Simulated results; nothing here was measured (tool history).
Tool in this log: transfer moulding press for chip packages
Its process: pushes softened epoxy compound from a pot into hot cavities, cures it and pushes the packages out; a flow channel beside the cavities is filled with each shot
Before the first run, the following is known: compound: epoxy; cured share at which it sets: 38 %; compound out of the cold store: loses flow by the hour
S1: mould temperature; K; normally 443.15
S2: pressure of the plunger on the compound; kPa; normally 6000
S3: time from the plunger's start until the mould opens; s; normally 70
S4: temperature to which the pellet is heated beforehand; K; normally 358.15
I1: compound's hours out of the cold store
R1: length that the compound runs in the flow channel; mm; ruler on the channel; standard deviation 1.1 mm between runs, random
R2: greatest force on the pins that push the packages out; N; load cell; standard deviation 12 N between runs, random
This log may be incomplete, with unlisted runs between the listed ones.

run 1 day=0 | S1=443.15 S2=6000 S3=70 S4=358.15 | I1=24.1 | R1=554 R2=658
-- day=0.488 plunger's sealing rings changed
run 2 day=0.567 | S1=443.15 S2=6850 S3=70 S4=358.15 | I1=14.7 | R1=617 R2=880
run 3 day=0.967 | S1=443.15 S2=6850 S3=70 S4=358.15 | I1=31.4 | R1=589 R2=960
-- day=1.271 cavities cleaned with cleaning compound and waxed
run 4 day=1.883 | S1=443.15 S2=5140 S3=70 S4=358.15 | I1=35.7 | R1=503 R2=867
-- day=2.446 cavities cleaned with cleaning compound and waxed
run 5 day=2.45 | S1=443.15 S2=5140 S3=70 S4=358.15 | I1=33.8 | R1=507 R2=606
run 6 day=2.871 | S1=443.15 S2=6000 S3=70 S4=358.15 | I1=37.3 | R1=541 R2=815
run 7 day=3.521 | S1=443.15 S2=4830 S3=70 S4=358.15 | I1=30.4 | R1=495 R2=1030
-- day=3.642 cavities cleaned with cleaning compound and waxed
run 8 day=4.35 | S1=443.15 S2=6000 S3=70 S4=358.15 | I1=34.3 | R1=544 R2=911
-- day=4.821 cavities cleaned with cleaning compound and waxed
run 9 day=5.138 | S1=443.15 S2=6000 S3=70 S4=358.15 | I1=27 | R1=553 R2=785
run 10 day=5.6 | S1=437.15 S2=6000 S3=70 S4=358.15 | I1=22.8 | R1=568 R2=1433
-- day=6.029 cavities cleaned with cleaning compound and waxed
run 11 day=6.179 | S1=437.15 S2=6000 S3=70 S4=358.15 | I1=32.7 | R1=554 R2=1148
run 12 day=6.683 | S1=443.15 S2=6000 S3=70 S4=358.15 | I1=35.7 | R1=536 R2=919
-- day=7.204 cavities cleaned with cleaning compound and waxed
run 13 day=7.579 | S1=443.15 S2=6000 S3=70 S4=358.15 | I1=25.6 | R1=551 R2=833
-- day=7.758 plunger's sealing rings changed
-- day=8.479 cavities cleaned with cleaning compound and waxed
run 14 day=8.479 | S1=443.15 S2=6000 S3=70 S4=358.15 | I1=16 | R1=577 R2=661
run 15 day=9.112 | S1=443.15 S2=6000 S3=70 S4=358.15 | I1=25.7 | R1=562 R2=991
-- day=9.65 cavities cleaned with cleaning compound and waxed
run 16 day=9.662 | S1=443.15 S2=6060 S3=67 S4=358.15 | I1=19.5 | R1=575 R2=767
run 17 day=10.071 | S1=443.15 S2=6060 S3=67 S4=358.15 | I1=37.4 | R1=546 R2=956
run 18 day=10.442 | S1=443.15 S2=6060 S3=67 S4=358.15 | I1=41.7 | R1=536 R2=1053
-- day=10.825 cavities cleaned with cleaning compound and waxed
run 19 day=11.108 | S1=440.15 S2=4510 S3=68 S4=357.15 | I1=24.6 | R1=489 R2=1129
run 20 day=11.792 | S1=443.15 S2=6330 S3=80 S4=358.15 | I1=35.6 | R1=555 R2=763
-- day=12.054 cavities cleaned with cleaning compound and waxed
run 21 day=12.5 | S1=443.15 S2=6330 S3=80 S4=358.15 | I1=25.4 | R1=570 R2=640
run 22 day=12.95 | S1=443.15 S2=6330 S3=80 S4=358.15 | I1=17.8 | R1=583 R2=743
-- day=13.246 cavities cleaned with cleaning compound and waxed
run 23 day=13.608 | S1=439.15 S2=6000 S3=87 S4=358.15 | I1=27.2 | R1=556 R2=636
run 24 day=14.012 | S1=439.15 S2=6000 S3=87 S4=358.15 | I1=13.8 | R1=578 R2=815

Estimate the outcome of run 25 from the log above:
-- day=14.467 cavities cleaned with cleaning compound and waxed
run 25 day=14.821 | S1=443.15 S2=6000 S3=68 S4=358.15 | I1=29.7 | R1=? R2=?

R1: 543 mm
R2: 938 N
The same run, on a tool lacking any hidden state, would have yielded R1 556 mm, R2 644 N.
